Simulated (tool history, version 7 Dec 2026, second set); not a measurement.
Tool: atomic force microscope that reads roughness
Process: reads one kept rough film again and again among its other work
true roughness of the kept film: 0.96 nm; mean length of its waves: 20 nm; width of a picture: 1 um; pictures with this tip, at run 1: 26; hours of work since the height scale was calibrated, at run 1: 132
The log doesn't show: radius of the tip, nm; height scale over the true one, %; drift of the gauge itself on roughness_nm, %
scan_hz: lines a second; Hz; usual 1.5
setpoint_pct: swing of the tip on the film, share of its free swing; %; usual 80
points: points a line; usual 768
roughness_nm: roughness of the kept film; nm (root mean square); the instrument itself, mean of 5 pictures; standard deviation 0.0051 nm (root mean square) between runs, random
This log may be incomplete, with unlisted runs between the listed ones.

run   hour  scan_hz  setpoint_pct  points  pictures with this tip  hours of work since the height scale was calibrated  roughness_nm
  1      0      1.5            80     768                      26                                                  132         0.742
  2    7.5      1.5            74     768                      40                                                  137         0.765
  3   18.3      1.5            74     768                      60                                                  144         0.739
  4   25.6      1.5            74     768                      74                                                  148         0.737
  5   33.2      1.5            74     768                      88                                                  153         0.724
  6   42.5      1.5            68     768                     106                                                  159         0.732
  7   49.7      1.5            68     768                     120                                                  164         0.723
  8   60.9     3.17            80     768                     141                                                  171         0.583
  9   72.6     3.17            80     768                     163                                                  179         0.561
      75.6  -- new tip fitted
 10   82.6     0.94            80     768                      13                                                  185         0.799
 11   95.3     2.22            80     768                      37                                                  193         0.688
 12  104.3     0.65            80     768                      54                                                  199         0.773
 13  116.8     0.65            80     768                      78                                                  207         0.765
 14  129.6     0.65            80     768                     102                                                  215          0.74
 15  137.2      1.5            80     792                     116                                                  220         0.667
 16    149     0.59            80     768                     139                                                  228         0.714
 17  157.3     0.59            80     768                     154                                                  233         0.704
     164.5  -- new tip fitted
 18  166.4     0.59            80     768                       4                                                  239         0.832
 19  172.5     0.59            80     768                      15                                                  243         0.823
 20  179.9     3.32            65     729                      29                                                  248         0.744
 21  191.8     0.64            74     795                      52                                                  255         0.804
 22  204.2     0.64            74     795                      75                                                  263         0.774
 23  215.2     3.22            80     386                      96                                                  270         0.588
 24  226.4     3.69            80     642                     117                                                  278         0.563
 25  236.3     3.36            80     642                     136                                                  284         0.563
 26  249.8     3.41            62     372                     161                                                  293         0.651
     253.7  -- new tip fitted
 27  264.3     3.41            62     372                      20                                                  302         0.766
 28  273.7     1.44            85     372                      38                                                  308           0.7
 29  282.5     2.25            66     378                      54                                                  314         0.738
 30  293.8      1.5            70     838                      76                                                  321         0.743
 31  299.6     0.81            75     487                      87                                                  325         0.744
 32  309.9     0.69            80     768                     106                                                  331          0.73
 33  316.3     1.07            74     768                     118                                                  336         0.722
 34  330.2     1.07            74     768                     145                                                  345         0.706
     342.3  -- new tip fitted
 35  342.8     1.07            74     768                       0                                                  352         0.827
 36  356.3     1.07            74     768                      26                                                  361         0.794
 37  362.8     1.97            80     768                      38                                                  365         0.705

Branching from run 37: 3 alternative next runs. What would each branch give?
  A  376.3     1.06            80     889                      64                                                  374             ?
  B  376.3     1.66            59     768                      64                                                  374             ?
  C  376.3     1.89            71     768                      64                                                  374             ?

run  roughness_nm
  A         0.736
  B         0.778
  C         0.738
With the hidden condition removed and each run's random variation left untouched, the same runs would have given:
run  roughness_nm
  A         0.801
  B         0.848
  C         0.803
